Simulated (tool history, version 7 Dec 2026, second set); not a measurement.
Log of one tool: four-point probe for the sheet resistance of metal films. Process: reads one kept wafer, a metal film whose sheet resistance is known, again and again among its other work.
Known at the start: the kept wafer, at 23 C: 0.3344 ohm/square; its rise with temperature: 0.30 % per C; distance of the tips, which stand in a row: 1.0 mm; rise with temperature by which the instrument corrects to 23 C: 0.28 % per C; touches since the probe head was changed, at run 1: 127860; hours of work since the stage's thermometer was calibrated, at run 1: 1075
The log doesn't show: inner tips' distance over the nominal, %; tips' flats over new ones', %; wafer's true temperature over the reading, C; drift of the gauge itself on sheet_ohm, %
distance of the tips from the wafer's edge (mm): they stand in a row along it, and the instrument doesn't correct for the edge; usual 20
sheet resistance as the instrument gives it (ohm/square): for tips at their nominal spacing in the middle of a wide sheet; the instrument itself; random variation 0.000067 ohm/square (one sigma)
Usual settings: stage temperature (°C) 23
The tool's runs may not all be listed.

| run | hour | stage temperature (°C) | distance of the tips from the wafer's edge (mm) | touches since the probe head was changed | hours of work since the stage's thermometer was calibrated | sheet resistance as the instrument gives it (ohm/square) |
|---|---|---|---|---|---|---|
| 1 | 0 | 23 | 20 | 127860 | 1075 | 0.332812 |
| 2 | 37.7 | 23 | 20 | 129890 | 1098 | 0.332785 |
| 3 | 73.7 | 23 | 10 | 131829 | 1119 | 0.334129 |
| 4 | 130 | 23 | 10 | 134860 | 1153 | 0.334017 |
| 5 | 193.4 | 23 | 10 | 138275 | 1192 | 0.334038 |
| 6 | 243.2 | 23 | 10 | 140956 | 1222 | 0.334013 |
| 7 | 289.5 | 23 | 10 | 143448 | 1250 | 0.333858 |
| 8 | 332.9 | 23 | 10 | 145781 | 1276 | 0.333885 |
| 9 | 391.7 | 23 | 20 | 148947 | 1311 | 0.332605 |
| 10 | 459.2 | 23 | 20 | 152584 | 1352 | 0.332507 |
| 11 | 499 | 23 | 20 | 154727 | 1376 | 0.332382 |
| 12 | 561.6 | 23 | 20 | 158099 | 1414 | 0.332292 |
|  | 573.7 | stage's thermometer calibrated |
| 13 | 611.1 | 23 | 20 | 160733 | 23 | 0.332154 |
| 14 | 683.6 | 23 | 36 | 164637 | 66 | 0.331851 |
| 15 | 742.5 | 23 | 36 | 167809 | 102 | 0.331733 |
| 16 | 787.9 | 23 | 36 | 170251 | 129 | 0.331689 |
| 17 | 857.3 | 23 | 36 | 173991 | 171 | 0.331556 |
| 18 | 899.5 | 23 | 36 | 176259 | 197 | 0.331567 |
| 19 | 963.5 | 23 | 71 | 179707 | 235 | 0.331373 |
|  | 1009.8 | stage's thermometer calibrated, once more |
| 20 | 1030.6 | 23 | 51 | 183294 | 13 | 0.331978 |
| 21 | 1082.8 | 23 | 51 | 186104 | 44 | 0.332038 |
| 22 | 1152 | 23 | 23 | 189829 | 86 | 0.332274 |
| 23 | 1222.3 | 23 | 23 | 193612 | 128 | 0.332158 |
| 24 | 1259.3 | 23 | 23 | 195607 | 151 | 0.332128 |
| 25 | 1328 | 23 | 23 | 199302 | 192 | 0.332114 |
| 26 | 1408.7 | 23 | 23 | 203647 | 241 | 0.332054 |
| 27 | 1461.5 | 23 | 34 | 206494 | 273 | 0.331856 |
| 28 | 1528.1 | 24 | 34 | 210076 | 313 | 0.331732 |
| 29 | 1582 | 24 | 25 | 212978 | 345 | 0.331911 |
| 30 | 1635.3 | 22 | 11 | 215848 | 378 | 0.332912 |
| 31 | 1690.7 | 22 | 11 | 218832 | 411 | 0.332846 |
| 32 | 1745.9 | 25 | 72 | 221805 | 444 | 0.33145 |
|  | 1779.8 | new probe head fitted |
| 33 | 1821.7 | 25 | 72 | 2258 | 490 | 0.334508 |
| 34 | 1877.7 | 19 | 3 | 5271 | 523 | 0.352858 |
| 35 | 1954.7 | 25 | 8 | 9415 | 570 | 0.337148 |
| 36 | 2003.3 | 19 | 5 | 12035 | 599 | 0.341132 |
| 37 | 2053.7 | 32 | 5 | 14745 | 630 | 0.341671 |
| 38 | 2128.5 | 20 | 4 | 18775 | 675 | 0.344869 |
| 39 | 2193.6 | 31 | 3 | 22279 | 714 | 0.353289 |
| 40 | 2244.9 | 31 | 3 | 25039 | 745 | 0.353174 |
| 41 | 2313.3 | 31 | 3 | 28721 | 786 | 0.353139 |
| 42 | 2379.9 | 26 | 23 | 32310 | 827 | 0.334312 |
| 43 | 2430.5 | 24 | 5 | 35033 | 857 | 0.340787 |
| 44 | 2512.1 | 24 | 5 | 39427 | 906 | 0.340849 |
| 45 | 2568.6 | 23 | 9 | 42466 | 940 | 0.335814 |
| 46 | 2615.6 | 23 | 4 | 44999 | 969 | 0.344558 |

Hidden state at the last listed run before each entry between runs and at the first one after, where it differs:
Between runs 12 and 13: stage's thermometer calibrated (hour 573.7)
  inner tips' distance over the nominal, %: -0.577 -> -0.588; tips' flats over new ones', %: 91 -> 92; wafer's true temperature over the reading, C: -0.45 -> -0.59
  measured less the result without the state, sheet resistance as the instrument gives it (ohm/square): -0.002534 -> -0.002708
Between runs 19 and 20: stage's thermometer calibrated, once more (hour 1009.8)
  inner tips' distance over the nominal, %: -0.663 -> -0.678; tips' flats over new ones', %: 104 -> 106; wafer's true temperature over the reading, C: -0.65 -> 0.06
  measured less the result without the state, sheet resistance as the instrument gives it (ohm/square): -0.00304 -> -0.002392
Between runs 32 and 33: new probe head fitted (hour 1779.8)
  inner tips' distance over the nominal, %: -0.824 -> 0.014; tips' flats over new ones', %: 129 -> 1; wafer's true temperature over the reading, C: -0.07 -> -0.08
  measured less the result without the state, sheet resistance as the instrument gives it (ohm/square): -0.003049 -> -0.000033
